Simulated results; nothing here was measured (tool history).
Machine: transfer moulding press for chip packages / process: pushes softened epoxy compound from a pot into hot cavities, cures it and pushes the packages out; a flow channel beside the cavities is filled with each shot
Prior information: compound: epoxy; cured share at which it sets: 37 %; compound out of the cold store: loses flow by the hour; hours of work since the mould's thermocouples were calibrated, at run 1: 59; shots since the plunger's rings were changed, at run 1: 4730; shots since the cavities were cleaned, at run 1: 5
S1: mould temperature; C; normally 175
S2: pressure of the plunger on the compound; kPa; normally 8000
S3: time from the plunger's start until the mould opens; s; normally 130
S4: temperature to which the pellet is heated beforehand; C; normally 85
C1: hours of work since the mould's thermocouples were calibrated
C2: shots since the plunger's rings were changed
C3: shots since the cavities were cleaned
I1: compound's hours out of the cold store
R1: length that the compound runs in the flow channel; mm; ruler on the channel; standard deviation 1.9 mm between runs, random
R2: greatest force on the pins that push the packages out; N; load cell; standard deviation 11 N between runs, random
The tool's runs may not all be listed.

Run 1, hour 0: usual settings; C1 59; C2 4730; C3 5; I1 39.2. Result: R1 741 mm, R2 498 N.
Run 2, hour 7.1: usual settings; C1 63; C2 4783; C3 58; I1 20.1. Result: R1 796 mm, R2 503 N.
Run 3, hour 16.9: usual settings; C1 68; C2 4857; C3 132; I1 23.2. Result: R1 788 mm, R2 519 N.
Run 4, hour 26.9: usual settings; C1 73; C2 4932; C3 207; I1 36.4. Result: R1 746 mm, R2 490 N.
Run 5, hour 36.6: usual settings; C1 78; C2 5004; C3 279; I1 35.3. Result: R1 748 mm, R2 508 N.
Run 6, hour 46: usual settings; C1 83; C2 5075; C3 350; I1 36.6. Result: R1 746 mm, R2 485 N.
Run 7, hour 50.5: usual settings; C1 85; C2 5108; C3 383; I1 16.2. Result: R1 805 mm, R2 503 N.
Run 8, hour 60.7: usual settings; C1 91; C2 5184; C3 459; I1 36.7. Result: R1 747 mm, R2 482 N.
Run 9, hour 70.2: usual settings; C1 96; C2 5256; C3 531; I1 37.9. Result: R1 743 mm, R2 506 N.
Run 10, hour 80.3: usual settings; C1 101; C2 5332; C3 607; I1 32.8. Result: R1 758 mm, R2 485 N.
Run 11, hour 88.5: usual settings but S3 168 s; C1 105; C2 5393; C3 668; I1 16.1. Result: R1 810 mm, R2 466 N.
Run 12, hour 94.1: usual settings but S3 168 s; C1 108; C2 5435; C3 710; I1 38.2. Result: R1 742 mm, R2 465 N.
Run 13, hour 101.9: usual settings but S3 168 s; C1 112; C2 5494; C3 769; I1 10.8. Result: R1 830 mm, R2 450 N.
Run 14, hour 110.8: usual settings but S3 168 s; C1 117; C2 5560; C3 835; I1 17.8. Result: R1 801 mm, R2 455 N.
Run 15, hour 118.8: usual settings but S3 168 s; C1 121; C2 5620; C3 895; I1 24.6. Result: R1 783 mm, R2 462 N.
Run 16, hour 128.6: usual settings but S1 178 C, S2 9510 kPa, S3 150 s; C1 126; C2 5693; C3 968; I1 27.2. Result: R1 837 mm, R2 436 N.
At hour 131.4: cavities cleaned with cleaning compound and waxed.
Run 17, hour 137.1: usual settings but S2 8680 kPa, S3 143 s; C1 130; C2 5746; C3 42; I1 26.9. Result: R1 808 mm, R2 473 N.
Run 18, hour 147.2: usual settings but S2 8680 kPa, S3 143 s; C1 135; C2 5822; C3 118; I1 30.4. Result: R1 792 mm, R2 455 N.
Run 19, hour 152.6: usual settings but S2 7080 kPa, S3 116 s; C1 138; C2 5862; C3 158; I1 32.7. Result: R1 711 mm, R2 571 N.
Run 20, hour 161.9: usual settings but S1 182 C, S2 7520 kPa, S3 120 s, S4 87 C; C1 143; C2 5932; C3 228; I1 43.3. Result: R1 690 mm, R2 470 N.
Run 21, hour 168.1: usual settings but S1 182 C, S2 7520 kPa, S3 141 s, S4 76 C; C1 146; C2 5978; C3 274; I1 32.5. Result: R1 717 mm, R2 463 N.
Run 22, hour 172.8: usual settings but S2 7750 kPa, S4 83 C; C1 148; C2 6014; C3 310; I1 43.7. Result: R1 711 mm, R2 491 N.
Run 23, hour 180.2: usual settings but S1 171 C, S2 9420 kPa, S3 118 s, S4 80 C; C1 152; C2 6069; C3 365; I1 44.3. Result: R1 797 mm, R2 633 N.
Run 24, hour 185.1: usual settings but S1 173 C, S2 8850 kPa, S3 124 s, S4 81 C; C1 155; C2 6106; C3 402; I1 23.1. Result: R1 834 mm, R2 561 N.
Run 25, hour 189.4: usual settings but S1 173 C, S2 8850 kPa, S3 124 s, S4 81 C; C1 157; C2 6138; C3 434; I1 10.1. Result: R1 881 mm, R2 600 N.
Run 26, hour 198.3: usual settings but S1 173 C, S2 9080 kPa, S3 159 s, S4 81 C; C1 161; C2 6204; C3 500; I1 25.9. Result: R1 837 mm, R2 467 N.
Run 27, hour 205.4: usual settings but S2 6710 kPa, S3 134 s, S4 75 C; C1 165; C2 6258; C3 554; I1 17.7. Result: R1 735 mm, R2 501 N.
Run 28, hour 215.6: usual settings but S2 6710 kPa, S3 134 s, S4 75 C; C1 171; C2 6334; C3 630; I1 14.4. Result: R1 747 mm, R2 495 N.
Run 29, hour 223.8: usual settings but S2 6500 kPa, S4 78 C; C1 175; C2 6396; C3 692; I1 17.9. Result: R1 724 mm, R2 519 N.

Entry by entry between the runs, the difference in hidden state between the last listed run before and the first listed run after:
Between runs 16 and 17: cavities cleaned with cleaning compound and waxed (hour 131.4)
  pressure that reaches the compound, % of what is set: 99.75 -> 99.74; grip of the stained cavities, % over clean ones': 1.4 -> 0.2
